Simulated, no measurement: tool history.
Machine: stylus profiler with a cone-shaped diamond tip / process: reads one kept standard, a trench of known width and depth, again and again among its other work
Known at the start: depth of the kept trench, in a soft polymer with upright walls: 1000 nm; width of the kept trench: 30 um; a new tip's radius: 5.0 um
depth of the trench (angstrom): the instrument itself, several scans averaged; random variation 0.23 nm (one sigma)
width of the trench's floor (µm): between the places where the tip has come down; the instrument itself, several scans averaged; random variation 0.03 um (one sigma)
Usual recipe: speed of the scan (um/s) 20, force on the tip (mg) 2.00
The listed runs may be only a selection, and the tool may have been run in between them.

| run | day | speed of the scan (um/s) | force on the tip (mg) | depth of the trench (angstrom) | width of the trench's floor (µm) |
|---|---|---|---|---|---|
| 1 | 0.000 | 20 | 2.00 | 10063.6 | 21.85 |
| 2 | 1.967 | 20 | 5.09 | 10135.5 | 21.90 |
| 3 | 3.733 | 20 | 5.09 | 10138.2 | 21.84 |
| 4 | 7.283 | 24 | 2.00 | 10056.5 | 21.70 |
| 5 | 10.629 | 24 | 2.00 | 10057.5 | 21.75 |
| 6 | 13.371 | 24 | 2.00 | 10050.4 | 21.64 |
| 7 | 16.433 | 15 | 2.00 | 10051.8 | 21.56 |
| 8 | 18.158 | 15 | 2.00 | 10049.6 | 21.54 |
| 9 | 20.354 | 41 | 2.00 | 10050.5 | 21.46 |
| 10 | 23.392 | 41 | 2.00 | 10049.4 | 21.44 |
| 11 | 25.921 | 41 | 2.00 | 10048.5 | 21.36 |
| 12 | 29.692 | 37 | 2.00 | 10044.9 | 21.33 |
| 13 | 31.654 | 74 | 2.28 | 10048.7 | 21.21 |
| 14 | 35.342 | 20 | 2.14 | 10047.6 | 21.32 |
| 15 | 39.004 | 62 | 2.21 | 10044.2 | 21.17 |
| 16 | 41.104 | 73 | 2.00 | 10039.8 | 21.07 |
| 17 | 43.471 | 21 | 1.18 | 10013.8 | 21.13 |
| 18 | 45.579 | 26 | 0.70 | 9994.6 | 21.06 |
|  | 46.433 | height scale calibrated on a step standard |
| 19 | 49.000 | 18 | 2.97 | 10117.1 | 21.13 |
| 20 | 52.571 | 44 | 1.03 | 10058.0 | 20.91 |
| 21 | 55.012 | 17 | 4.24 | 10143.8 | 21.03 |
| 22 | 58.246 | 17 | 4.24 | 10137.4 | 21.03 |
| 23 | 61.896 | 5 | 5.00 | 10152.8 | 20.96 |

Branching from run 23: 4 alternative next runs. What would each branch give?
| A | 64.262 | 5 | 4.12 | ? | ? |
| B | 64.262 | 35 | 2.16 | ? | ? |
| C | 64.262 | 62 | 3.04 | ? | ? |
| D | 64.262 | 10 | 2.58 | ? | ? |

| run | depth of the trench (angstrom) | width of the trench's floor (µm) |
|---|---|---|
| A | 10131.4 | 20.91 |
| B | 10088.1 | 20.86 |
| C | 10107.6 | 20.86 |
| D | 10094.9 | 20.93 |
Take away the tool's hidden state, keep each run's random variation, and the runs would have read:
| run | depth of the trench (angstrom) | width of the trench's floor (µm) |
|---|---|---|
| A | 10136.6 | 23.97 |
| B | 10093.2 | 23.92 |
| C | 10112.8 | 23.91 |
| D | 10100.1 | 23.99 |

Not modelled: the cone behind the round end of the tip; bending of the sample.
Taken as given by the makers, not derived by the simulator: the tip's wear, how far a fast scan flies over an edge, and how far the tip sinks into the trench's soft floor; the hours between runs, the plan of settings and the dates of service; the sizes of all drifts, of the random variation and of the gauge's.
